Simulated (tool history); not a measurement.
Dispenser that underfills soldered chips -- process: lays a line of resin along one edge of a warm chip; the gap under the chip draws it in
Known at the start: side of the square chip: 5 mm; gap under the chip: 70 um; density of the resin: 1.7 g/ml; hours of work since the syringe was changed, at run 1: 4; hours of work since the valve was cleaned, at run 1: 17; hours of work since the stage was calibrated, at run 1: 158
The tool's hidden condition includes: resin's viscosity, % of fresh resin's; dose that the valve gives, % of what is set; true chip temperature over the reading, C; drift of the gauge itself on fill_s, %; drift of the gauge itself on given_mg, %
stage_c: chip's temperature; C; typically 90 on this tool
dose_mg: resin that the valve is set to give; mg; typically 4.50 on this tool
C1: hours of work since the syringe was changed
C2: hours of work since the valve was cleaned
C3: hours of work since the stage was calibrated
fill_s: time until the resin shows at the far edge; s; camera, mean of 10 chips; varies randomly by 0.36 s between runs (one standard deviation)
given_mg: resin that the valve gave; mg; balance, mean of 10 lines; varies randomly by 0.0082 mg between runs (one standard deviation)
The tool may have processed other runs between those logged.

Run 1, day 0.000: usual settings; C1 4; C2 17; C3 158. Result: fill_s 25.2 s, given_mg 4.458 mg.
At day 0.183: new syringe of resin.
Run 2, day 0.183: usual settings; C1 0; C2 21; C3 162. Result: fill_s 20.3 s, given_mg 4.449 mg.
Run 3, day 0.454: usual settings but dose_mg 5.70 mg; C1 5; C2 25; C3 167. Result: fill_s 25.7 s, given_mg 5.638 mg.
At day 0.592: new syringe of resin.
Run 4, day 0.704: usual settings but stage_c 79 C, dose_mg 5.70 mg; C1 2; C2 30; C3 171. Result: fill_s 34.6 s, given_mg 5.632 mg.
At day 0.983: new syringe of resin.
Run 5, day 0.983: usual settings but stage_c 79 C, dose_mg 5.70 mg; C1 0; C2 35; C3 176. Result: fill_s 32.0 s, given_mg 5.623 mg.
Run 6, day 1.333: usual settings but stage_c 79 C, dose_mg 5.70 mg; C1 6; C2 41; C3 182. Result: fill_s 42.8 s, given_mg 5.589 mg.
At day 1.371: new syringe of resin.
Run 7, day 1.550: usual settings but stage_c 79 C, dose_mg 5.70 mg; C1 3; C2 45; C3 186. Result: fill_s 36.3 s, given_mg 5.601 mg.
Run 8, day 1.717: usual settings but stage_c 101 C; C1 6; C2 48; C3 189. Result: fill_s 17.1 s, given_mg 4.415 mg.
At day 1.758: new syringe of resin.
Run 9, day 1.888: usual settings; C1 2; C2 51; C3 192. Result: fill_s 22.8 s, given_mg 4.401 mg.
Run 10, day 2.121: usual settings but stage_c 79 C; C1 7; C2 55; C3 196. Result: fill_s 44.9 s, given_mg 4.397 mg.
At day 2.162: new syringe of resin.
Run 11, day 2.325: usual settings; C1 3; C2 58; C3 199. Result: fill_s 23.7 s, given_mg 4.400 mg.
At day 2.558: new syringe of resin.
Run 12, day 2.571: usual settings; C1 0; C2 63; C3 204. Result: fill_s 20.3 s, given_mg 4.391 mg.
Run 13, day 2.925: usual settings but stage_c 97 C, dose_mg 4.18 mg; C1 7; C2 69; C3 210. Result: fill_s 20.9 s, given_mg 4.068 mg.
At day 2.958: new syringe of resin.
Run 14, day 3.146: usual settings but stage_c 88 C, dose_mg 5.83 mg; C1 3; C2 73; C3 214. Result: fill_s 24.8 s, given_mg 5.672 mg.
At day 3.350: new syringe of resin.
Run 15, day 3.475: usual settings but stage_c 101 C, dose_mg 5.65 mg; C1 2; C2 79; C3 220. Result: fill_s 14.7 s, given_mg 5.468 mg.
Run 16, day 3.650: usual settings but stage_c 101 C, dose_mg 5.65 mg; C1 5; C2 82; C3 223. Result: fill_s 16.9 s, given_mg 5.463 mg.
At day 3.742: new syringe of resin.
At day 3.950: dispensing valve cleaned and set on the balance.
Run 17, day 4.042: usual settings but stage_c 101 C, dose_mg 5.68 mg; C1 5; C2 2; C3 229. Result: fill_s 15.9 s, given_mg 5.670 mg.
At day 4.179: new syringe of resin.
Run 18, day 4.238: usual settings but stage_c 94 C, dose_mg 4.85 mg; C1 1; C2 5; C3 232. Result: fill_s 18.7 s, given_mg 4.835 mg.
Run 19, day 4.542: usual settings but dose_mg 4.88 mg; C1 7; C2 10; C3 238. Result: fill_s 27.2 s, given_mg 4.863 mg.
At day 4.571: new syringe of resin.
Run 20, day 4.812: usual settings but dose_mg 4.88 mg; C1 4; C2 15; C3 242. Result: fill_s 25.5 s, given_mg 4.852 mg.
At day 4.967: new syringe of resin.
Run 21, day 5.062: usual settings but stage_c 104 C, dose_mg 5.23 mg; C1 2; C2 20; C3 247. Result: fill_s 12.4 s, given_mg 5.183 mg.
Run 22, day 5.242: usual settings but stage_c 78 C, dose_mg 4.64 mg; C1 5; C2 23; C3 250. Result: fill_s 44.2 s, given_mg 4.600 mg.

5 options for the next run, each taken on its own from the tool as it stands now. Forecast them:
At day 5.362: new syringe of resin.
Run A, day 5.467: usual settings but stage_c 78 C, dose_mg 5.16 mg; C1 2; C2 27; C3 254. Result: fill_s ?, given_mg ?.
At day 5.362: new syringe of resin.
Run B, day 5.467: usual settings but stage_c 78 C, dose_mg 5.01 mg; C1 2; C2 27; C3 254. Result: fill_s ?, given_mg ?.
At day 5.362: new syringe of resin.
Run C, day 5.467: usual settings but stage_c 78 C, dose_mg 5.10 mg; C1 2; C2 27; C3 254. Result: fill_s ?, given_mg ?.
At day 5.362: new syringe of resin.
Run D, day 5.467: usual settings but stage_c 102 C, dose_mg 4.65 mg; C1 2; C2 27; C3 254. Result: fill_s ?, given_mg ?.
At day 5.362: new syringe of resin.
Run E, day 5.467: usual settings but dose_mg 5.28 mg; C1 2; C2 27; C3 254. Result: fill_s ?, given_mg ?.

run  fill_s  given_mg
  A    37.0     5.109
  B    37.3     4.963
  C    36.9     5.046
  D    13.6     4.606
  E    22.7     5.228
Take away the tool's hidden state, keep each run's random variation, and the runs would have read:
run  fill_s  given_mg
  A    32.7     5.163
  B    32.9     5.015
  C    32.6     5.099
  D    12.1     4.655
  E    20.1     5.283
